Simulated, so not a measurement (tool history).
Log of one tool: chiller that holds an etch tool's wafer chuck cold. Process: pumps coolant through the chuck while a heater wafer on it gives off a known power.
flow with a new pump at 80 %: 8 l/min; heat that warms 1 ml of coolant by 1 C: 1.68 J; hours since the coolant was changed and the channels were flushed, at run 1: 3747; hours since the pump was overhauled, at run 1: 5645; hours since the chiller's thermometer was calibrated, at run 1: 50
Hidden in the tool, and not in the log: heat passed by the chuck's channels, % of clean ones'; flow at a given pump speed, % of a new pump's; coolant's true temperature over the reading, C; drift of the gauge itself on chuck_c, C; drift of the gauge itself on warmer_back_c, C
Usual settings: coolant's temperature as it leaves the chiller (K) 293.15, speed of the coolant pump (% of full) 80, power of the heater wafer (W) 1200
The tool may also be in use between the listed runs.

run     day  coolant's temperature as it leaves the chiller (K)  speed of the coolant pump (% of full)  power of the heater wafer (W)  hours since the coolant was changed and the channels were flushed  hours since the pump was overhauled  hours since the chiller's thermometer was calibrated  chuck's temperature once it has settled (K)  how much warmer the coolant comes back (C)
  1   0.000                                              293.15                                     80                           1200                                                               3747                                 5645                                                    50                                       306.15                                        5.29
  2   4.371                                              293.15                                     80                           1200                                                               3851                                 5750                                                   155                                       305.85                                        5.42
  3   8.271                                              293.15                                     80                            618                                                               3945                                 5844                                                   249                                       299.85                                        2.81
  4  11.133                                              293.15                                     80                            618                                                               4014                                 5912                                                   317                                       299.75                                        2.80
  5  14.362                                              289.15                                     80                           1200                                                               4091                                 5990                                                   395                                       302.05                                        5.42
  6  19.558                                              289.15                                     91                            695                                                               4216                                 6115                                                   519                                       296.15                                        2.74
  7  22.908                                              301.15                                     65                           1682                                                               4296                                 6195                                                   600                                       321.75                                        9.41

Forecast run 8:
  8  26.567                                              302.15                                     80                           1200                                                               4384                                 6283                                                   688                                            ?                                           ?

chuck's temperature once it has settled (K): 315.35
how much warmer the coolant comes back (C): 5.43
Without the tool's hidden state the same run would have given chuck's temperature once it has settled (K) 315.25, how much warmer the coolant comes back (C) 5.37.

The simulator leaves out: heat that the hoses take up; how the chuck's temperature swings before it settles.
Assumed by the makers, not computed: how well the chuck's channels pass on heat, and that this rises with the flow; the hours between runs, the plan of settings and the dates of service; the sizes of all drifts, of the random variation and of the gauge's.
